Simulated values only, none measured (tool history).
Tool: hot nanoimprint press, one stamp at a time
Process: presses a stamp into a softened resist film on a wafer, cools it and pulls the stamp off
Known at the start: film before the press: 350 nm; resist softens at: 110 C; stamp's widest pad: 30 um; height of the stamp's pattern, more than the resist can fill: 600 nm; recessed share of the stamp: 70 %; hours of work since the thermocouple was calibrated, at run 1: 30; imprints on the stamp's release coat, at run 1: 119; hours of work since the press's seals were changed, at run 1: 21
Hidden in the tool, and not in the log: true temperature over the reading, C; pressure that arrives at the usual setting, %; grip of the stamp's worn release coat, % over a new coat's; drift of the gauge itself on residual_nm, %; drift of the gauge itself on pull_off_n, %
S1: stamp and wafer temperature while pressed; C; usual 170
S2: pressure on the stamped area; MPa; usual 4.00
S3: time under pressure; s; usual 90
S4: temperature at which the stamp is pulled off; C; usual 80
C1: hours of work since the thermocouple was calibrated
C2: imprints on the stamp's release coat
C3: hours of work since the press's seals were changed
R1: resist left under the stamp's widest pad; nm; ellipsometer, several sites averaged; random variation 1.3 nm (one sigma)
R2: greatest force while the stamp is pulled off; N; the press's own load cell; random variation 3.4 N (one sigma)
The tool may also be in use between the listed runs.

{"run": 1, "hour": 0.0, "S1": 170, "S2": 4.0, "S3": 90, "S4": 80, "C1": 30, "C2": 119, "C3": 21, "R1": 200.2, "R2": 166}
{"run": 2, "hour": 10.5, "S1": 170, "S2": 4.0, "S3": 90, "S4": 80, "C1": 34, "C2": 134, "C3": 26, "R1": 199.3, "R2": 168}
{"run": 3, "hour": 19.6, "S1": 170, "S2": 4.0, "S3": 90, "S4": 80, "C1": 38, "C2": 147, "C3": 30, "R1": 199.5, "R2": 165}
{"run": 4, "hour": 27.4, "S1": 170, "S2": 4.0, "S3": 90, "S4": 80, "C1": 42, "C2": 158, "C3": 33, "R1": 201.6, "R2": 156}
{"run": 5, "hour": 36.4, "S1": 170, "S2": 4.0, "S3": 90, "S4": 80, "C1": 46, "C2": 171, "C3": 37, "R1": 202.1, "R2": 161}
{"run": 6, "hour": 44.3, "S1": 170, "S2": 4.0, "S3": 90, "S4": 80, "C1": 49, "C2": 182, "C3": 41, "R1": 201.4, "R2": 161}
{"run": 7, "hour": 55.2, "S1": 170, "S2": 4.0, "S3": 90, "S4": 80, "C1": 54, "C2": 197, "C3": 46, "R1": 201.5, "R2": 165}
{"run": 8, "hour": 64.0, "S1": 170, "S2": 4.0, "S3": 90, "S4": 80, "C1": 58, "C2": 210, "C3": 50, "R1": 201.1, "R2": 162}
{"run": 9, "hour": 76.5, "S1": 170, "S2": 4.0, "S3": 90, "S4": 80, "C1": 64, "C2": 227, "C3": 55, "R1": 202.9, "R2": 166}
{"run": 10, "hour": 83.4, "S1": 174, "S2": 4.0, "S3": 90, "S4": 80, "C1": 67, "C2": 237, "C3": 59, "R1": 177.9, "R2": 159}
{"run": 11, "hour": 90.7, "S1": 174, "S2": 4.0, "S3": 90, "S4": 80, "C1": 70, "C2": 247, "C3": 62, "R1": 176.5, "R2": 153}
{"run": 12, "hour": 97.2, "S1": 166, "S2": 4.0, "S3": 90, "S4": 80, "C1": 73, "C2": 257, "C3": 65, "R1": 229.0, "R2": 161}
{"run": 13, "hour": 110.0, "S1": 166, "S2": 4.0, "S3": 90, "S4": 80, "C1": 79, "C2": 275, "C3": 70, "R1": 229.3, "R2": 164}
{"run": 14, "hour": 123.3, "S1": 166, "S2": 4.0, "S3": 90, "S4": 80, "C1": 85, "C2": 294, "C3": 76, "R1": 231.4, "R2": 167}
{"run": 15, "hour": 131.4, "S1": 168, "S2": 4.0, "S3": 54, "S4": 80, "C1": 88, "C2": 305, "C3": 80, "R1": 246.6, "R2": 163}
{"run": 16, "hour": 141.9, "S1": 168, "S2": 4.0, "S3": 159, "S4": 84, "C1": 93, "C2": 320, "C3": 85, "R1": 175.8, "R2": 150}
{"run": 17, "hour": 153.4, "S1": 168, "S2": 4.0, "S3": 159, "S4": 84, "C1": 98, "C2": 336, "C3": 90, "R1": 175.9, "R2": 148}
{"run": 18, "hour": 163.4, "S1": 175, "S2": 3.2, "S3": 159, "S4": 84, "C1": 103, "C2": 350, "C3": 94, "R1": 148.4, "R2": 153}
{"run": 19, "hour": 175.4, "S1": 174, "S2": 3.2, "S3": 159, "S4": 84, "C1": 108, "C2": 367, "C3": 100, "R1": 155.5, "R2": 156}
{"run": 20, "hour": 188.4, "S1": 174, "S2": 3.2, "S3": 159, "S4": 84, "C1": 114, "C2": 385, "C3": 106, "R1": 154.2, "R2": 158}
{"run": 21, "hour": 197.4, "S1": 174, "S2": 3.2, "S3": 159, "S4": 84, "C1": 118, "C2": 398, "C3": 110, "R1": 156.6, "R2": 156}
{"run": 22, "hour": 204.5, "S1": 170, "S2": 4.18, "S3": 90, "S4": 80, "C1": 121, "C2": 408, "C3": 113, "R1": 196.9, "R2": 163}
{"run": 23, "hour": 215.1, "S1": 170, "S2": 5.63, "S3": 90, "S4": 80, "C1": 126, "C2": 423, "C3": 118, "R1": 177.0, "R2": 161}
{"run": 24, "hour": 225.1, "S1": 170, "S2": 5.63, "S3": 90, "S4": 80, "C1": 130, "C2": 437, "C3": 122, "R1": 178.6, "R2": 163}
{"run": 25, "hour": 232.0, "S1": 170, "S2": 4.39, "S3": 90, "S4": 78, "C1": 134, "C2": 447, "C3": 125, "R1": 194.4, "R2": 170}
{"run": 26, "hour": 238.9, "S1": 175, "S2": 5.38, "S3": 66, "S4": 82, "C1": 137, "C2": 457, "C3": 128, "R1": 171.8, "R2": 151}

5 ways to go on from here, each from the tool as it stands after run 26. What would each give?
{"run": "A", "hour": 249.1, "S1": 170, "S2": 4.0, "S3": 90, "S4": 76, "C1": 141, "C2": 471, "C3": 133, "R1": "?", "R2": "?"}
{"run": "B", "hour": 249.1, "S1": 170, "S2": 3.26, "S3": 68, "S4": 80, "C1": 141, "C2": 471, "C3": 133, "R1": "?", "R2": "?"}
{"run": "C", "hour": 249.1, "S1": 178, "S2": 4.0, "S3": 90, "S4": 82, "C1": 141, "C2": 471, "C3": 133, "R1": "?", "R2": "?"}
{"run": "D", "hour": 249.1, "S1": 159, "S2": 5.38, "S3": 66, "S4": 78, "C1": 141, "C2": 471, "C3": 133, "R1": "?", "R2": "?"}
{"run": "E", "hour": 249.1, "S1": 172, "S2": 4.0, "S3": 90, "S4": 80, "C1": 141, "C2": 471, "C3": 133, "R1": "?", "R2": "?"}

run=A R1=200.2 R2=165
run=B R1=236.8 R2=163
run=C R1=155.0 R2=155
run=D R1=271.9 R2=161
run=E R1=190.0 R2=162
Without the tool's hidden state the same runs would have given:
run=A R1=200.3 R2=164
run=B R1=236.9 R2=162
run=C R1=155.2 R2=154
run=D R1=272.1 R2=160
run=E R1=190.2 R2=162
